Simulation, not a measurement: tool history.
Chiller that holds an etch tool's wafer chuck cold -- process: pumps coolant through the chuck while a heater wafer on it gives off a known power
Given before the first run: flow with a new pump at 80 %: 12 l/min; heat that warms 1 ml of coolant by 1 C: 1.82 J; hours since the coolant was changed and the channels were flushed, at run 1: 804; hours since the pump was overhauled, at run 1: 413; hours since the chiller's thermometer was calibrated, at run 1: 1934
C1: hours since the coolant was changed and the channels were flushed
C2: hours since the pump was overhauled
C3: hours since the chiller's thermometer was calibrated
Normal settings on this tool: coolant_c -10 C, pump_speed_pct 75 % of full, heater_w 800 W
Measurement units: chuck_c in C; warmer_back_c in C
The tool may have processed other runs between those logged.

{"run": 1, "hour": 0.0, "coolant_c": -10, "pump_speed_pct": 75, "heater_w": 800, "C1": 804, "C2": 413, "C3": 1934, "chuck_c": -1.2, "warmer_back_c": 2.36}
{"run": 2, "hour": 72.0, "coolant_c": -10, "pump_speed_pct": 75, "heater_w": 800, "C1": 876, "C2": 485, "C3": 2006, "chuck_c": -1.3, "warmer_back_c": 2.34}
{"run": 3, "hour": 125.4, "coolant_c": -10, "pump_speed_pct": 75, "heater_w": 800, "C1": 929, "C2": 538, "C3": 2059, "chuck_c": -1.3, "warmer_back_c": 2.33}
{"run": 4, "hour": 212.4, "coolant_c": -10, "pump_speed_pct": 75, "heater_w": 800, "C1": 1016, "C2": 625, "C3": 2146, "chuck_c": -1, "warmer_back_c": 2.36}
{"run": 5, "hour": 309.0, "coolant_c": -10, "pump_speed_pct": 75, "heater_w": 800, "C1": 1113, "C2": 722, "C3": 2243, "chuck_c": -1.2, "warmer_back_c": 2.36}
{"run": 6, "hour": 369.0, "coolant_c": -10, "pump_speed_pct": 75, "heater_w": 770, "C1": 1173, "C2": 782, "C3": 2303, "chuck_c": -1.6, "warmer_back_c": 2.3}
{"run": 7, "hour": 416.2, "coolant_c": -10, "pump_speed_pct": 75, "heater_w": 770, "C1": 1220, "C2": 829, "C3": 2350, "chuck_c": -1.5, "warmer_back_c": 2.24}
{"run": 8, "hour": 460.7, "coolant_c": -10, "pump_speed_pct": 75, "heater_w": 770, "C1": 1265, "C2": 874, "C3": 2394, "chuck_c": -1.5, "warmer_back_c": 2.27}
{"run": 9, "hour": 517.5, "coolant_c": -10, "pump_speed_pct": 75, "heater_w": 770, "C1": 1321, "C2": 931, "C3": 2451, "chuck_c": -1.3, "warmer_back_c": 2.3}
{"run": 10, "hour": 607.0, "coolant_c": -10, "pump_speed_pct": 75, "heater_w": 770, "C1": 1411, "C2": 1020, "C3": 2541, "chuck_c": -1.6, "warmer_back_c": 2.28}
{"run": 11, "hour": 676.7, "coolant_c": -10, "pump_speed_pct": 75, "heater_w": 800, "C1": 1481, "C2": 1090, "C3": 2610, "chuck_c": -1.1, "warmer_back_c": 2.35}
{"run": 12, "hour": 767.4, "coolant_c": -10, "pump_speed_pct": 75, "heater_w": 800, "C1": 1571, "C2": 1180, "C3": 2701, "chuck_c": -1, "warmer_back_c": 2.4}
{"run": 13, "hour": 872.4, "coolant_c": -10, "pump_speed_pct": 75, "heater_w": 800, "C1": 1676, "C2": 1286, "C3": 2806, "chuck_c": -1.2, "warmer_back_c": 2.36}
{"run": 14, "hour": 968.7, "coolant_c": -10, "pump_speed_pct": 75, "heater_w": 800, "C1": 1773, "C2": 1382, "C3": 2902, "chuck_c": -0.9, "warmer_back_c": 2.4}
{"hour": 1005.9, "done": "chiller's thermometer calibrated"}
{"run": 15, "hour": 1053.9, "coolant_c": -2, "pump_speed_pct": 75, "heater_w": 800, "C1": 1857, "C2": 1466, "C3": 48, "chuck_c": 7.3, "warmer_back_c": 2.35}
{"run": 16, "hour": 1099.9, "coolant_c": -2, "pump_speed_pct": 75, "heater_w": 800, "C1": 1903, "C2": 1512, "C3": 94, "chuck_c": 7.3, "warmer_back_c": 2.36}
{"run": 17, "hour": 1147.0, "coolant_c": -2, "pump_speed_pct": 75, "heater_w": 800, "C1": 1950, "C2": 1559, "C3": 141, "chuck_c": 7.2, "warmer_back_c": 2.38}
{"run": 18, "hour": 1235.7, "coolant_c": -16, "pump_speed_pct": 63, "heater_w": 634, "C1": 2039, "C2": 1648, "C3": 230, "chuck_c": -7.6, "warmer_back_c": 2.22}
{"run": 19, "hour": 1318.3, "coolant_c": -16, "pump_speed_pct": 92, "heater_w": 920, "C1": 2121, "C2": 1730, "C3": 312, "chuck_c": -6.8, "warmer_back_c": 2.28}
{"run": 20, "hour": 1375.0, "coolant_c": -5, "pump_speed_pct": 68, "heater_w": 800, "C1": 2178, "C2": 1787, "C3": 369, "chuck_c": 5.1, "warmer_back_c": 2.66}
{"run": 21, "hour": 1458.3, "coolant_c": -5, "pump_speed_pct": 68, "heater_w": 800, "C1": 2261, "C2": 1870, "C3": 452, "chuck_c": 5, "warmer_back_c": 2.64}
{"run": 22, "hour": 1516.5, "coolant_c": -9, "pump_speed_pct": 98, "heater_w": 560, "C1": 2319, "C2": 1929, "C3": 511, "chuck_c": -3.6, "warmer_back_c": 1.29}
{"run": 23, "hour": 1587.8, "coolant_c": -6, "pump_speed_pct": 64, "heater_w": 800, "C1": 2391, "C2": 2000, "C3": 582, "chuck_c": 4.4, "warmer_back_c": 2.8}
{"run": 24, "hour": 1650.8, "coolant_c": -17, "pump_speed_pct": 74, "heater_w": 494, "C1": 2454, "C2": 2063, "C3": 645, "chuck_c": -11.2, "warmer_back_c": 1.49}
{"run": 25, "hour": 1741.9, "coolant_c": -17, "pump_speed_pct": 74, "heater_w": 494, "C1": 2545, "C2": 2154, "C3": 736, "chuck_c": -11.1, "warmer_back_c": 1.48}
{"run": 26, "hour": 1843.7, "coolant_c": -17, "pump_speed_pct": 78, "heater_w": 494, "C1": 2647, "C2": 2256, "C3": 838, "chuck_c": -11.4, "warmer_back_c": 1.4}
{"run": 27, "hour": 1921.6, "coolant_c": -20, "pump_speed_pct": 84, "heater_w": 827, "C1": 2724, "C2": 2334, "C3": 916, "chuck_c": -11.2, "warmer_back_c": 2.22}
{"run": 28, "hour": 2013.3, "coolant_c": -2, "pump_speed_pct": 84, "heater_w": 482, "C1": 2816, "C2": 2425, "C3": 1007, "chuck_c": 3.1, "warmer_back_c": 1.3}
{"run": 29, "hour": 2078.8, "coolant_c": -14, "pump_speed_pct": 83, "heater_w": 790, "C1": 2882, "C2": 2491, "C3": 1073, "chuck_c": -5.2, "warmer_back_c": 2.17}
{"run": 30, "hour": 2142.2, "coolant_c": -10, "pump_speed_pct": 71, "heater_w": 1054, "C1": 2945, "C2": 2554, "C3": 1136, "chuck_c": 3.1, "warmer_back_c": 3.31}
{"run": 31, "hour": 2212.1, "coolant_c": -10, "pump_speed_pct": 71, "heater_w": 1054, "C1": 3015, "C2": 2624, "C3": 1206, "chuck_c": 2.9, "warmer_back_c": 3.37}

3 ways to go on from here, each from the tool as it stands after run 31. What would each give?
{"run": "A", "hour": 2269.1, "coolant_c": -1, "pump_speed_pct": 71, "heater_w": 1054, "C1": 3072, "C2": 2681, "C3": 1263, "chuck_c": "?", "warmer_back_c": "?"}
{"run": "B", "hour": 2269.1, "coolant_c": -10, "pump_speed_pct": 87, "heater_w": 1054, "C1": 3072, "C2": 2681, "C3": 1263, "chuck_c": "?", "warmer_back_c": "?"}
{"run": "C", "hour": 2269.1, "coolant_c": -10, "pump_speed_pct": 72, "heater_w": 1002, "C1": 3072, "C2": 2681, "C3": 1263, "chuck_c": "?", "warmer_back_c": "?"}

run=A chuck_c=12.3 warmer_back_c=3.37
run=B chuck_c=1.2 warmer_back_c=2.76
run=C chuck_c=2.2 warmer_back_c=3.14
What these runs would have given with no unlogged condition in the tool:
run=A chuck_c=11 warmer_back_c=3.28
run=B chuck_c=0.2 warmer_back_c=2.68
run=C chuck_c=1.1 warmer_back_c=3.05
